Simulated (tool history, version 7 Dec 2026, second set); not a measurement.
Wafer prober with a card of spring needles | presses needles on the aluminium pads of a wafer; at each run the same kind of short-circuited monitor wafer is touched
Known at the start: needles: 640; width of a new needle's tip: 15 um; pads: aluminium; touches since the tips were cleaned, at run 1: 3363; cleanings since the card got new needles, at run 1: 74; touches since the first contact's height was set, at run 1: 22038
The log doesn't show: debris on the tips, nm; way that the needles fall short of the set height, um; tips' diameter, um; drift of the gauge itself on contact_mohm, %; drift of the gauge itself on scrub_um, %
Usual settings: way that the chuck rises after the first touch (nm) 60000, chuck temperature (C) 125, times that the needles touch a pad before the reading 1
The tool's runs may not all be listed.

run,hour,way that the chuck rises after the first touch (nm),chuck temperature (C),times that the needles touch a pad before the reading,touches since the tips were cleaned,cleanings since the card got new needles,touches since the first contact's height was set,resistance of one needle with its contact and lead (mohm),way that a needle slides on the pad (nm)
1,0.0,60000,125,1,3363,74,22038,192,9660
# hour 10.2: tips cleaned on abrasive film
2,17.8,61000,125,1,4318,75,32102,192,9820
# hour 23.6: tips cleaned on abrasive film
3,36.2,61000,67,1,7173,76,42519,183,9800
# hour 38.5: tips cleaned on abrasive film
# hour 52.7: tips cleaned on abrasive film
4,58.5,60000,123,1,3326,78,55107,190,9660
# hour 68.1: tips cleaned on abrasive film
# hour 81.8: tips cleaned on abrasive film
5,86.7,60000,125,2,2794,80,70993,191,9650
# hour 97.1: tips cleaned on abrasive film
# hour 110.6: tips cleaned on abrasive film
6,120.4,60000,125,2,5570,82,90050,193,9640
# hour 125.5: tips cleaned on abrasive film
# hour 139.3: tips cleaned on abrasive film
7,148.9,60000,93,2,5460,84,106190,185,9610
# hour 153.1: tips cleaned on abrasive film
# hour 168.7: tips cleaned on abrasive film
8,175.4,60000,125,1,3859,86,121156,193,9620
# hour 183.4: tips cleaned on abrasive film
# hour 197.2: tips cleaned on abrasive film
9,205.3,68000,26,1,4598,88,138022,174,10870
# hour 210.6: height of the first contact set anew
# hour 214.0: tips cleaned on abrasive film
# hour 228.2: tips cleaned on abrasive film
10,240.9,51000,125,2,7227,90,17120,196,8150
# hour 243.8: tips cleaned on abrasive film
# hour 258.5: tips cleaned on abrasive film
# hour 272.9: tips cleaned on abrasive film
11,279.8,47000,91,2,3911,93,39065,192,7520
# hour 288.7: tips cleaned on abrasive film
12,298.6,77000,50,2,5613,94,49683,175,12280
# hour 302.0: tips cleaned on abrasive film
# hour 316.5: tips cleaned on abrasive film
# hour 332.3: tips cleaned on abrasive film
13,332.3,49000,64,1,0,97,68687,181,7800
# hour 346.1: tips cleaned on abrasive film
14,358.0,55000,49,1,6803,98,83263,180,8750
# hour 361.4: tips cleaned on abrasive film
# hour 375.8: tips cleaned on abrasive film
15,378.7,44000,40,3,1685,100,94924,179,7020
# hour 389.5: tips cleaned on abrasive film
# hour 404.0: tips cleaned on abrasive film
16,413.5,52000,99,3,5407,102,114622,189,8250

Forecast each of these 3 alternatives for the next run:
# hour 420.2: tips cleaned on abrasive film
# hour 436.4: tips cleaned on abrasive film
A,438.6,52000,99,1,1259,104,128745,?,?
# hour 420.2: tips cleaned on abrasive film
# hour 436.4: tips cleaned on abrasive film
B,438.6,52000,99,1,1259,104,128745,?,?
# hour 420.2: tips cleaned on abrasive film
# hour 436.4: tips cleaned on abrasive film
C,438.6,54000,44,2,1259,104,128745,?,?

run,resistance of one needle with its contact and lead (mohm),way that a needle slides on the pad (nm)
A,189,8240
B,188,8260
C,178,8550
Without the tool's hidden state the same runs would have given:
run,resistance of one needle with its contact and lead (mohm),way that a needle slides on the pad (nm)
A,189,8380
B,188,8400
C,177,8700

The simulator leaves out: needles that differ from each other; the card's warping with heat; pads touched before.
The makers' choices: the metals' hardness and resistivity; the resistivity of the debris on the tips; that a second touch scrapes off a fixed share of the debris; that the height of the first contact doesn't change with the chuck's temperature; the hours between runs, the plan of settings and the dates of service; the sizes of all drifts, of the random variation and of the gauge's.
